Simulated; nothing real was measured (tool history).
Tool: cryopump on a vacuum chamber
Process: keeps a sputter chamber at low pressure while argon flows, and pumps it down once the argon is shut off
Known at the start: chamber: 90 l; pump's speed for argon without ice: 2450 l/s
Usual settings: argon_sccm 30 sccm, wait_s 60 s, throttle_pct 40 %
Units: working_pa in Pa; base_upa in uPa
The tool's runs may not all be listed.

Run 1, hour 0: usual settings. Result: working_pa 0.0536 Pa, base_upa 1.44 uPa.
Run 2, hour 27.9: usual settings. Result: working_pa 0.0529 Pa, base_upa 1.48 uPa.
Run 3, hour 65.7: usual settings. Result: working_pa 0.0533 Pa, base_upa 1.55 uPa.
Run 4, hour 104.4: usual settings but wait_s 49 s. Result: working_pa 0.056 Pa, base_upa 1.79 uPa.
Run 5, hour 134.4: usual settings. Result: working_pa 0.0565 Pa, base_upa 1.58 uPa.
Run 6, hour 179.9: usual settings but throttle_pct 37 %. Result: working_pa 0.0601 Pa, base_upa 1.58 uPa.
Run 7, hour 217.4: usual settings. Result: working_pa 0.056 Pa, base_upa 1.61 uPa.
Run 8, hour 246.7: usual settings. Result: working_pa 0.0581 Pa, base_upa 1.64 uPa.
Run 9, hour 292.9: usual settings. Result: working_pa 0.0582 Pa, base_upa 1.65 uPa.
Run 10, hour 340.3: usual settings. Result: working_pa 0.0591 Pa, base_upa 1.76 uPa.
At hour 362.5: pump warmed up, emptied and cooled again.
Run 11, hour 394: usual settings. Result: working_pa 0.0535 Pa, base_upa 1.47 uPa.
Run 12, hour 439.6: usual settings. Result: working_pa 0.0531 Pa, base_upa 1.61 uPa.
Run 13, hour 489.5: usual settings. Result: working_pa 0.0528 Pa, base_upa 1.6 uPa.
Run 14, hour 525.8: usual settings. Result: working_pa 0.055 Pa, base_upa 1.6 uPa.
Run 15, hour 571.8: usual settings. Result: working_pa 0.0564 Pa, base_upa 1.67 uPa.
Run 16, hour 614.3: usual settings but argon_sccm 26 sccm, wait_s 51 s, throttle_pct 19 %. Result: working_pa 0.0968 Pa, base_upa 1.86 uPa.
Run 17, hour 636.6: usual settings but argon_sccm 24 sccm, wait_s 50 s, throttle_pct 26 %. Result: working_pa 0.0666 Pa, base_upa 1.83 uPa.
Run 18, hour 664.4: usual settings but argon_sccm 24 sccm, wait_s 26 s, throttle_pct 26 %. Result: working_pa 0.0669 Pa, base_upa 2.88 uPa.

The next listed run, before its measurement:
Run 19, hour 703.4: usual settings but argon_sccm 24 sccm, wait_s 94 s, throttle_pct 21 %. Result: working_pa ?, base_upa ?.

Run 19 gave working_pa 0.0832 Pa, base_upa 1.45 uPa.
Without the tool's hidden state the same run would have given working_pa 0.079 Pa, base_upa 0.74 uPa.
